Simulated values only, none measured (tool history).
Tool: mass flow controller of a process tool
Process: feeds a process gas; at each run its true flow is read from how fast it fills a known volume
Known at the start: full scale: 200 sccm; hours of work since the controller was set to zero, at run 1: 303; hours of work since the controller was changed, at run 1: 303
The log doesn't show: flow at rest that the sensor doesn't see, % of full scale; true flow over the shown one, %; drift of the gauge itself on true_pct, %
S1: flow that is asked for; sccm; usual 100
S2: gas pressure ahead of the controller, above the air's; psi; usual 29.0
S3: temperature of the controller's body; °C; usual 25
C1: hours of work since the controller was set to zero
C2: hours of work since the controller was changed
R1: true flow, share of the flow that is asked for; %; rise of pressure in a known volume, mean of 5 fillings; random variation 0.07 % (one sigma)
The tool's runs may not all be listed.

Run 1, hour 0.0: usual settings; C1 303; C2 303. Result: R1 99.29 %.
Run 2, hour 40.8: usual settings but S1 110 sccm; C1 329; C2 329. Result: R1 99.41 %.
Run 3, hour 107.5: usual settings but S1 105 sccm; C1 370; C2 370. Result: R1 99.28 %.
Run 4, hour 142.9: usual settings but S1 71 sccm; C1 392; C2 392. Result: R1 99.00 %.
Run 5, hour 217.0: usual settings; C1 438; C2 438. Result: R1 99.40 %.
Run 6, hour 278.6: usual settings; C1 477; C2 477. Result: R1 99.22 %.
Run 7, hour 322.2: usual settings but S3 36 °C; C1 504; C2 504. Result: R1 100.21 %.
Run 8, hour 357.4: usual settings but S2 28.4 psi; C1 526; C2 526. Result: R1 99.25 %.
Run 9, hour 416.0: usual settings but S2 28.4 psi; C1 562; C2 562. Result: R1 99.23 %.
Run 10, hour 491.2: usual settings; C1 609; C2 609. Result: R1 99.17 %.
Run 11, hour 563.2: usual settings; C1 654; C2 654. Result: R1 98.90 %.
Run 12, hour 600.1: usual settings; C1 677; C2 677. Result: R1 98.95 %.
Run 13, hour 661.6: usual settings but S1 161 sccm; C1 715; C2 715. Result: R1 99.48 %.
Run 14, hour 732.8: usual settings but S1 161 sccm, S2 38.4 psi; C1 759; C2 759. Result: R1 99.06 %.
Run 15, hour 804.2: usual settings but S3 29 °C; C1 804; C2 804. Result: R1 99.24 %.
Run 16, hour 858.0: usual settings but S3 31 °C; C1 837; C2 837. Result: R1 99.41 %.
Run 17, hour 913.2: usual settings but S1 63 sccm, S3 30 °C; C1 871; C2 871. Result: R1 98.93 %.
Run 18, hour 986.8: usual settings but S1 102 sccm, S2 21.3 psi, S3 30 °C; C1 917; C2 917. Result: R1 99.62 %.
Run 19, hour 1051.4: usual settings but S2 24.8 psi, S3 30 °C; C1 957; C2 957. Result: R1 99.37 %.
Run 20, hour 1090.8: usual settings but S1 20 sccm, S2 23.5 psi, S3 30 °C; C1 982; C2 982. Result: R1 97.85 %.
Run 21, hour 1131.9: usual settings but S1 33 sccm, S2 20.5 psi, S3 33 °C; C1 1008; C2 1008. Result: R1 98.87 %.
Run 22, hour 1209.8: usual settings but S1 33 sccm, S2 27.1 psi, S3 33 °C; C1 1056; C2 1056. Result: R1 98.59 %.
Run 23, hour 1292.5: usual settings but S1 41 sccm, S2 26.8 psi, S3 27 °C; C1 1107; C2 1107. Result: R1 98.15 %.
Run 24, hour 1347.8: usual settings but S1 68 sccm, S2 22.6 psi, S3 21 °C; C1 1142; C2 1142. Result: R1 98.22 %.
Run 25, hour 1386.2: usual settings but S1 146 sccm, S2 26.0 psi; C1 1166; C2 1166. Result: R1 99.16 %.
Run 26, hour 1426.2: usual settings but S1 26 sccm, S2 26.0 psi; C1 1191; C2 1191. Result: R1 97.47 %.
Run 27, hour 1476.7: usual settings but S1 26 sccm, S2 26.0 psi; C1 1222; C2 1222. Result: R1 97.31 %.
Run 28, hour 1525.9: usual settings but S1 34 sccm; C1 1253; C2 1253. Result: R1 97.55 %.
Run 29, hour 1598.8: usual settings but S1 29 sccm, S2 29.3 psi, S3 38 °C; C1 1298; C2 1298. Result: R1 98.31 %.
Run 30, hour 1681.5: usual settings but S1 29 sccm, S2 29.3 psi, S3 38 °C; C1 1349; C2 1349. Result: R1 98.32 %.
Run 31, hour 1746.8: usual settings but S1 29 sccm, S2 29.3 psi, S3 38 °C; C1 1390; C2 1390. Result: R1 98.21 %.
Run 32, hour 1828.9: usual settings but S2 35.1 psi, S3 26 °C; C1 1441; C2 1441. Result: R1 98.41 %.

Hidden state or all else? Some run-to-run changes of R1, split into what the settings, what came in and random variation would give without the hidden state, and what is left for the hidden state (with any gauge scatter that isn't in both results):
Run 19 -> 20: S1 100 -> 20, S2 24.8 -> 23.5. R1 -1.52 %: hidden state -1.08, all else -0.44.
Run 20 -> 21: S1 20 -> 33, S2 23.5 -> 20.5, S3 30 -> 33. R1 +1.02 %: hidden state +0.48, all else +0.54.
Run 25 -> 26: S1 146 -> 26. R1 -1.69 %: hidden state -1.04, all else -0.65.
Run 31 -> 32: S1 29 -> 100, S2 29.3 -> 35.1, S3 38 -> 26. R1 +0.20 %: hidden state +0.88, all else -0.68.
